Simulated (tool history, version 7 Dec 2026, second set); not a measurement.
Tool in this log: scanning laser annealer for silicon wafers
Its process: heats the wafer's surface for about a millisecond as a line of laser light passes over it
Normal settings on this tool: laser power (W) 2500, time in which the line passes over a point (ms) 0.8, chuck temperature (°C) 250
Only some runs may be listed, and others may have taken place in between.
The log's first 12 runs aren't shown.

run   hour  laser power (W)  time in which the line passes over a point (ms)  chuck temperature (°C)  hours of work since the window was cleaned  hours of work since the power meter was calibrated  hours of work since the optics were aligned  highest temperature of the surface (°C)
 13  123.8             2500                                              0.8                     238                                         681                                                 140                                         1662                                     1041
 14  132.9             2500                                              0.8                     238                                         687                                                 146                                         1667                                     1037
 15  145.3             2500                                              0.8                     238                                         695                                                 154                                         1675                                     1039
 16  157.3             2500                                              0.8                     238                                         702                                                 161                                         1683                                     1041
 17  163.7             2500                                              0.8                     277                                         706                                                 165                                         1687                                     1077
 18  178.7             2500                                              0.8                     270                                         716                                                 175                                         1696                                     1068
 19  192.4             2500                                              0.8                     270                                         724                                                 184                                         1705                                     1070
 20  199.8             2644                                              0.8                     250                                         729                                                 188                                         1710                                     1108
 21  207.5             2644                                              0.8                     250                                         734                                                 193                                         1715                                     1110
 22  219.3             2500                                            0.838                     231                                         742                                                 201                                         1722                                     1054
 23  230.1             2568                                            0.794                     274                                         748                                                 208                                         1729                                     1099
 24  241.9             2156                                            0.607                     274                                         756                                                 215                                         1736                                      841
 25  254.9             2156                                            0.607                     274                                         764                                                 223                                         1745                                      843
 26  262.8             2522                                              0.8                     250                                         769                                                 228                                         1750                                     1059
 27  271.5             2500                                              0.8                     286                                         775                                                 234                                         1755                                     1086
 28  284.8             2518                                            0.682                     255                                         783                                                 242                                         1764                                      993
 29    299             2595                                            0.621                     226                                         792                                                 251                                         1773                                      953
     312.7  -- window over the wafer cleaned
 30  315.5             2665                                              0.8                     236                                           2                                                 260                                         1782                                     1104
 31  323.4             2665                                              0.8                     215                                           7                                                 265                                         1787                                     1082
 32  335.5             2500                                             0.84                     259                                          14                                                 273                                         1795                                     1080

Run 33 comes next. What will it give?
 33  348.9             2500                                            0.795                     250                                          23                                                 282                                         1803                                        ?

{"run 33": {"highest temperature of the surface (°C)": 1048}}
Without the tool's hidden state the same run would have given highest temperature of the surface (°C) 1049.
